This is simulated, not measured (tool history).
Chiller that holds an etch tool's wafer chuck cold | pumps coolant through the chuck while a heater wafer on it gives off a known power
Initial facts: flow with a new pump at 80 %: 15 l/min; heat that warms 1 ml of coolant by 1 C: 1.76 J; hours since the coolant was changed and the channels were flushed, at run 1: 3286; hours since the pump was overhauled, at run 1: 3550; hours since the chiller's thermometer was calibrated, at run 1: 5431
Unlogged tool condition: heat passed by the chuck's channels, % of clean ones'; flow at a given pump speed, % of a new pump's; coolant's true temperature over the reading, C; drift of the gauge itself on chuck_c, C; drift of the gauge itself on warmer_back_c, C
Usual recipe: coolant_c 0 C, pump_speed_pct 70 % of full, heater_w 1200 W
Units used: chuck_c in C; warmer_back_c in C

run    hour  coolant_c  pump_speed_pct  heater_w  hours since the coolant was changed and the channels were flushed  hours since the pump was overhauled  hours since the chiller's thermometer was calibrated  chuck_c  warmer_back_c
  1     0.0          0              70      1200                                                               3286                                 3550                                                  5431     10.3           3.43
  2    50.9          0              70      1200                                                               3337                                 3601                                                  5482     10.3           3.44
  3    99.8          0              70      1200                                                               3386                                 3650                                                  5531     10.5           3.48
      158.8  -- chiller's thermometer calibrated
  4   174.1          0              70      1200                                                               3459                                 3723                                                    15     10.7           3.39
  5   246.5          0              70      1200                                                               3532                                 3796                                                    88     10.8           3.49
  6   300.8          0              93      1200                                                               3586                                 3850                                                   142      8.2           2.57
  7   381.7          0              93      1200                                                               3667                                 3931                                                   223      8.3           2.63
  8   439.5         -5              70      1200                                                               3725                                 3989                                                   281      6.0           3.48
  9   495.1         -5              70      1200                                                               3780                                 4044                                                   336      5.7           3.53
      506.8  -- coolant pump overhauled
      538.5  -- coolant changed, channels flushed
 10   577.9         -2              70      1200                                                                 39                                   65                                                   408      8.6           3.67
 11   663.2         -2              70      1200                                                                125                                  150                                                   493      8.5           3.69
 12   748.1         -1              85      1364                                                                210                                  235                                                   578      9.1           3.48
      822.5  -- coolant pump overhauled, once more
 13   840.2          5              76      1181                                                                297                                   18                                                   665     13.3           2.80
 14   878.0          0              81       758                                                                335                                   56                                                   703      5.1           1.65
 15   948.8          0              81       758                                                                405                                  126                                                   774      5.0           1.75
 16   990.6          0              81       758                                                                447                                  168                                                   816      5.1           1.68
 17  1081.7         -2              81       758                                                                538                                  259                                                   907      3.0           1.70
 18  1150.6          0              70      1158                                                                607                                  328                                                   976      8.9           3.02
 19  1226.7          7              87      1552                                                                683                                  404                                                  1052     16.8           3.27
 20  1310.3         -9              75      1108                                                                767                                  488                                                  1136     -0.9           2.73
 21  1367.0          8              70      1200                                                                824                                  544                                                  1192     17.3           3.17
 22  1430.9         -1              70       672                                                                887                                  608                                                  1256      4.1           1.77

How would selected steps in chuck_c from run to run divide? Give the signed amount a tool lacking its hidden state would still show from settings, what came in and random variation, and the signed amount left for the hidden state, including any gauge scatter that is not in both of the compared results.
Run 7 -> 8: coolant_c 0 -> -5, pump_speed_pct 93 -> 70. chuck_c -2.3 C: hidden state +0.5, all else -2.8.
Run 12 -> 13: coolant_c -1 -> 5, pump_speed_pct 85 -> 76, heater_w 1364 -> 1181, coolant pump overhauled, once more. chuck_c +4.2 C: hidden state -1.4, all else +5.6.
Run 19 -> 20: coolant_c 7 -> -9, pump_speed_pct 87 -> 75, heater_w 1552 -> 1108. chuck_c -17.7 C: hidden state +0.0, all else -17.7.
Run 20 -> 21: coolant_c -9 -> 8, pump_speed_pct 75 -> 70, heater_w 1108 -> 1200. chuck_c +18.2 C: hidden state +0.0, all else +18.2.
